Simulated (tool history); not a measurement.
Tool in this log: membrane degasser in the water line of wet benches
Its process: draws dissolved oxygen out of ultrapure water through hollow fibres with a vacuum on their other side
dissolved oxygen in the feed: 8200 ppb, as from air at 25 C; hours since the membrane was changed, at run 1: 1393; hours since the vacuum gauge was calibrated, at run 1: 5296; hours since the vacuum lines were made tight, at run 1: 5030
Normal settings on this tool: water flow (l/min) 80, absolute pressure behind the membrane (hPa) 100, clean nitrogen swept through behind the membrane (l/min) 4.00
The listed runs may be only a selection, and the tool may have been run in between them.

| run | hour | water flow (l/min) | absolute pressure behind the membrane (hPa) | clean nitrogen swept through behind the membrane (l/min) | hours since the membrane was changed | hours since the vacuum gauge was calibrated | hours since the vacuum lines were made tight | dissolved oxygen in the water behind the degasser (ppb) | pressure that the water loses in the fibres (hPa) |
|---|---|---|---|---|---|---|---|---|---|
| 1 | 0.0 | 80 | 100 | 4.00 | 1393 | 5296 | 5030 | 402.1 | 384.1 |
| 2 | 55.0 | 98 | 100 | 4.00 | 1448 | 5351 | 5085 | 535.6 | 472.7 |
| 3 | 82.8 | 98 | 100 | 4.00 | 1476 | 5379 | 5113 | 538.7 | 475.9 |
| 4 | 115.3 | 98 | 100 | 4.00 | 1508 | 5411 | 5145 | 544.0 | 472.9 |
| 5 | 154.5 | 98 | 100 | 4.00 | 1547 | 5451 | 5185 | 545.0 | 475.8 |
|  | 218.9 | vacuum gauge calibrated |
| 6 | 218.9 | 98 | 100 | 4.00 | 1611 | 0 | 5248 | 514.3 | 477.3 |
| 7 | 275.3 | 98 | 100 | 4.00 | 1668 | 56 | 5305 | 512.8 | 475.7 |
| 8 | 330.6 | 98 | 100 | 4.00 | 1723 | 112 | 5360 | 515.5 | 474.0 |
| 9 | 382.3 | 80 | 100 | 4.00 | 1775 | 163 | 5412 | 389.4 | 386.0 |
| 10 | 429.0 | 80 | 100 | 2.34 | 1821 | 210 | 5459 | 548.5 | 389.1 |
| 11 | 491.5 | 80 | 214 | 4.00 | 1884 | 273 | 5521 | 829.9 | 389.4 |
| 12 | 555.7 | 80 | 214 | 4.00 | 1948 | 337 | 5585 | 837.8 | 391.3 |
| 13 | 610.5 | 80 | 214 | 4.00 | 2003 | 392 | 5640 | 825.6 | 388.4 |
| 14 | 651.2 | 80 | 149 | 4.00 | 2043 | 432 | 5681 | 584.7 | 390.7 |
| 15 | 679.2 | 80 | 149 | 4.00 | 2072 | 460 | 5709 | 584.2 | 387.2 |
| 16 | 721.5 | 80 | 149 | 4.00 | 2114 | 503 | 5751 | 593.2 | 390.1 |
| 17 | 759.7 | 69 | 169 | 4.00 | 2152 | 541 | 5789 | 563.7 | 338.3 |
| 18 | 786.4 | 70 | 240 | 4.00 | 2179 | 568 | 5816 | 806.1 | 344.1 |
|  | 830.1 | seals of the vacuum lines changed |
| 19 | 854.8 | 80 | 97 | 10.02 | 2245 | 634 | 25 | 216.1 | 389.6 |
| 20 | 896.1 | 80 | 97 | 10.02 | 2286 | 675 | 66 | 212.9 | 390.2 |
| 21 | 948.5 | 84 | 100 | 4.00 | 2339 | 728 | 118 | 416.0 | 410.5 |
| 22 | 1001.6 | 84 | 100 | 4.00 | 2392 | 781 | 172 | 420.6 | 413.4 |
| 23 | 1058.6 | 73 | 100 | 11.45 | 2449 | 838 | 229 | 177.7 | 358.1 |
| 24 | 1098.1 | 80 | 100 | 2.13 | 2488 | 877 | 268 | 581.8 | 388.6 |
| 25 | 1126.3 | 80 | 100 | 2.13 | 2517 | 905 | 296 | 589.8 | 389.7 |
| 26 | 1177.9 | 112 | 103 | 4.00 | 2568 | 957 | 348 | 642.3 | 545.9 |
| 27 | 1213.1 | 112 | 103 | 4.00 | 2603 | 992 | 383 | 640.7 | 548.3 |
| 28 | 1268.0 | 82 | 102 | 3.47 | 2658 | 1047 | 438 | 453.6 | 402.0 |
| 29 | 1313.1 | 74 | 123 | 2.09 | 2703 | 1092 | 483 | 694.2 | 364.2 |
| 30 | 1374.1 | 74 | 123 | 2.09 | 2764 | 1153 | 544 | 700.6 | 363.8 |
| 31 | 1433.5 | 74 | 123 | 2.09 | 2824 | 1213 | 603 | 696.0 | 362.8 |
| 32 | 1477.4 | 108 | 72 | 2.09 | 2868 | 1256 | 647 | 605.6 | 532.8 |

Hidden condition of the tool, last listed run before each entry between runs versus first listed run after:
From run 5 to run 6: vacuum gauge calibrated (hour 218.9)
  membrane still open, %: 98.8 -> 98.7; true pressure behind the membrane over the reading, kPa: 0.61 -> -0.02; air that leaks in behind the membrane, l/min: 0.0357 -> 0.0361
  measured less the result without the state, dissolved oxygen in the water behind the degasser (ppb): +38.1 -> +8.7; pressure that the water loses in the fibres (hPa): +5.8 -> +6.0
From run 18 to run 19: seals of the vacuum lines changed (hour 830.1)
  true pressure behind the membrane over the reading, kPa: 0.05 -> 0.06; air that leaks in behind the membrane, l/min: 0.0398 -> 0.0038
  measured less the result without the state, dissolved oxygen in the water behind the degasser (ppb): +13.3 -> +8.2; pressure that the water loses in the fibres (hPa): +5.8 -> +6.8
